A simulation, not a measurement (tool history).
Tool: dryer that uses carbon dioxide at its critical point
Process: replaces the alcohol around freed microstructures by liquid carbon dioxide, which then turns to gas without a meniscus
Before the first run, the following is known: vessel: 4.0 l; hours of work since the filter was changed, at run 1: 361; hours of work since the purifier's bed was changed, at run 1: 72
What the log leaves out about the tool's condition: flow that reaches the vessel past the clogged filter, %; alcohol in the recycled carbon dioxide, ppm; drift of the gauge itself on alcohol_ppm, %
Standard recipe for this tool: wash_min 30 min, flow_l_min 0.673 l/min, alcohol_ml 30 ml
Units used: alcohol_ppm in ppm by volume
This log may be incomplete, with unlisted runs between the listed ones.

run	hour	wash_min	flow_l_min	alcohol_ml	hours of work since the filter was changed	hours of work since the purifier's bed was changed	alcohol_ppm
1	0	30	0.673	30	361	72	135
2	13.5	30	0.673	32	370	82	147
3	27.3	30	0.673	30	380	91	140
4	37.7	30	0.673	30	387	98	147
5	47	30	0.673	30	394	105	154
6	61.4	30	0.673	30	404	115	152
7	70.6	30	0.673	30	410	121	154
8	77.3	30	0.673	30	415	126	162
9	88.5	30	0.673	30	422	134	154
10	98.2	30	0.673	30	429	141	157
11	107.9	30	0.673	30	436	147	168
12	121.3	30	0.673	30	445	157	157
13	133.6	36	0.673	30	454	165	80
14	148	22	0.673	30	464	175	444
15	158	22	0.673	30	471	182	446
16	164.2	22	0.673	30	475	187	439
17	173.1	30	0.673	30	481	193	188
18	186.4	30	0.673	30	491	202	185
19	192.9	30	0.673	30	495	207	178
20	203.1	30	0.673	21	502	214	126
21	217.7	30	0.673	45	512	224	271
22	224	30	0.673	45	517	228	261
23	237.3	30	0.673	45	526	237	270
24	251.1	41	0.735	45	536	247	83
25	263	41	0.735	45	544	255	77
26	271.9	41	0.735	45	550	262	82
27	284.7	46	0.673	89	559	270	111
# hour 289.6: inlet filter changed
28	297.7	46	0.673	89	6	279	66
29	310.1	30	1.086	30	14	287	58
30	324.3	30	1.086	30	24	297	62
31	332.5	39	0.49	21	30	303	127
32	339.9	22	1.012	21	35	308	91
33	350.8	22	1.012	42	43	316	103
34	364.4	22	1.012	42	52	325	131
35	378.7	22	1.012	42	62	335	126
36	392.7	22	0.787	28	72	345	205
37	405.2	22	0.802	26	80	354	188
38	414.8	30	0.761	30	87	360	116
39	427.4	30	0.761	30	96	369	121
40	436.2	30	0.761	30	102	375	115
41	449	30	0.481	30	111	384	387
42	455.3	30	0.481	30	115	389	418

Each row is a separate what-if for the run after 42, all from the same tool condition, not one after another. Results?
A	461.3	25	0.448	45	120	393	?
B	461.3	20	0.922	61	120	393	?
C	461.3	19	0.673	77	120	393	?
D	461.3	39	0.406	30	120	393	?
E	461.3	30	0.576	108	120	393	?

run	alcohol_ppm
A	1059
B	313
C	1190
D	321
E	706
Stripped of hidden state, with their random variation kept, the same runs would have yielded:
run	alcohol_ppm
A	909
B	213
C	1014
D	226
E	557
